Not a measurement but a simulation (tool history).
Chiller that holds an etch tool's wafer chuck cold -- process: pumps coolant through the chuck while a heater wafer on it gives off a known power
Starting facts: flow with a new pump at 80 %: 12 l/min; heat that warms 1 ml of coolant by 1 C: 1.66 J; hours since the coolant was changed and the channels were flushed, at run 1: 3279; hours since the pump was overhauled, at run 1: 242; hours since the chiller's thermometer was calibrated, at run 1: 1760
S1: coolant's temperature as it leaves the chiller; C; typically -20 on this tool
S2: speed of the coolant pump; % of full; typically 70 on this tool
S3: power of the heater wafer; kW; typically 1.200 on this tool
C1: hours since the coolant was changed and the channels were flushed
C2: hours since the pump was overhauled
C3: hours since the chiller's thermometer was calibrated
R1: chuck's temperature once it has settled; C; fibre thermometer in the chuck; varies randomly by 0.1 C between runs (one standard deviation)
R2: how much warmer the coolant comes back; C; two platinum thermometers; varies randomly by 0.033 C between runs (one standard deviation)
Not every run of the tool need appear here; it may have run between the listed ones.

run,hour,S1,S2,S3,C1,C2,C3,R1,R2
1,0.0,-20,70,1.200,3279,242,1760,-6.3,4.22
2,103.0,-20,70,0.843,3382,345,1863,-10.3,2.92
3,189.4,-20,70,0.843,3468,431,1950,-10.3,2.94
4,275.4,-20,70,1.200,3554,517,2036,-6.2,4.20
5,337.1,-20,70,1.200,3616,579,2097,-5.9,4.22
6,429.6,-20,70,1.200,3709,671,2190,-5.7,4.24
7,531.4,-20,70,1.200,3810,773,2292,-6.2,4.26
8,592.3,-20,82,1.200,3871,834,2353,-7.8,3.56
# hour 604.9: coolant pump overhauled
9,718.4,-12,62,1.641,3992,114,2474,10.0,6.71
10,793.8,-12,72,1.682,4068,189,2549,7.8,5.87
11,864.9,-29,70,1.559,4139,260,2620,-10.3,5.54

For some of the steps in R1 from one run to the next: how much would appear even if the tool had no hidden state, given the settings, what came in and random variation, and how much remains for the hidden state plus any gauge scatter that the measured result and the result without hidden state don't share?
The hidden state here: heat passed by the chuck's channels, % of clean ones'; flow at a given pump speed, % of a new pump's; coolant's true temperature over the reading, C; drift of the gauge itself on chuck_c, C; drift of the gauge itself on warmer_back_c, C.
Run 8 -> 9: S1 -20 -> -12, S2 82 -> 62, S3 1.200 -> 1.641, coolant pump overhauled. R1 +17.8 C: hidden state +1.0, all else +16.8.
Run 10 -> 11: S1 -12 -> -29, S2 72 -> 70, S3 1.682 -> 1.559. R1 -18.1 C: hidden state -0.1, all else -18.0.
